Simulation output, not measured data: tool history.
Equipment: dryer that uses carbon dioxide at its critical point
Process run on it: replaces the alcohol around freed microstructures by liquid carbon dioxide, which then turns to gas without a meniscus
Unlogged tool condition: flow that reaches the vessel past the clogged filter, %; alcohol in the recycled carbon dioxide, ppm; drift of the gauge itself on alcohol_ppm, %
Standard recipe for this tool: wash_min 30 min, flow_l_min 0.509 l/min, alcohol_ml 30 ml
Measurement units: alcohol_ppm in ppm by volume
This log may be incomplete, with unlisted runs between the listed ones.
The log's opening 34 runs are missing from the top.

| run | hour | wash_min | flow_l_min | alcohol_ml | hours of work since the filter was changed | hours of work since the purifier's bed was changed | alcohol_ppm |
|---|---|---|---|---|---|---|---|
|  | 1224.9 | inlet filter changed |
| 35 | 1224.9 | 44 | 0.675 | 30 | 0 | 893 | 184 |
| 36 | 1249.0 | 38 | 0.613 | 80 | 13 | 905 | 187 |
| 37 | 1274.2 | 30 | 0.509 | 69 | 26 | 919 | 299 |
| 38 | 1316.0 | 33 | 0.639 | 23 | 48 | 941 | 185 |
| 39 | 1366.5 | 33 | 0.639 | 23 | 75 | 967 | 201 |
| 40 | 1391.6 | 33 | 0.639 | 23 | 88 | 981 | 196 |
| 41 | 1432.9 | 33 | 0.639 | 23 | 110 | 1003 | 210 |
| 42 | 1472.5 | 48 | 0.402 | 53 | 131 | 1023 | 225 |
|  | 1491.1 | purifier's bed changed |
| 43 | 1517.7 | 34 | 0.402 | 92 | 153 | 14 | 349 |
| 44 | 1567.1 | 34 | 0.402 | 92 | 179 | 40 | 388 |
| 45 | 1616.8 | 30 | 0.731 | 29 | 205 | 66 | 18 |
| 46 | 1662.6 | 28 | 0.542 | 60 | 230 | 91 | 162 |
| 47 | 1686.7 | 28 | 0.542 | 60 | 242 | 103 | 170 |

3 ways to go on from here, each from the tool as it stands after run 47. What would each give?
| A | 1707.8 | 35 | 0.542 | 60 | 253 | 114 | ? |
| B | 1707.8 | 27 | 0.542 | 47 | 253 | 114 | ? |
| C | 1707.8 | 35 | 0.320 | 28 | 253 | 114 | ? |

| run | alcohol_ppm |
|---|---|
| A | 64 |
| B | 163 |
| C | 352 |
The same runs, with their run-to-run variation unchanged, on a tool lacking any hidden condition would have given:
| run | alcohol_ppm |
|---|---|
| A | 25 |
| B | 94 |
| C | 243 |
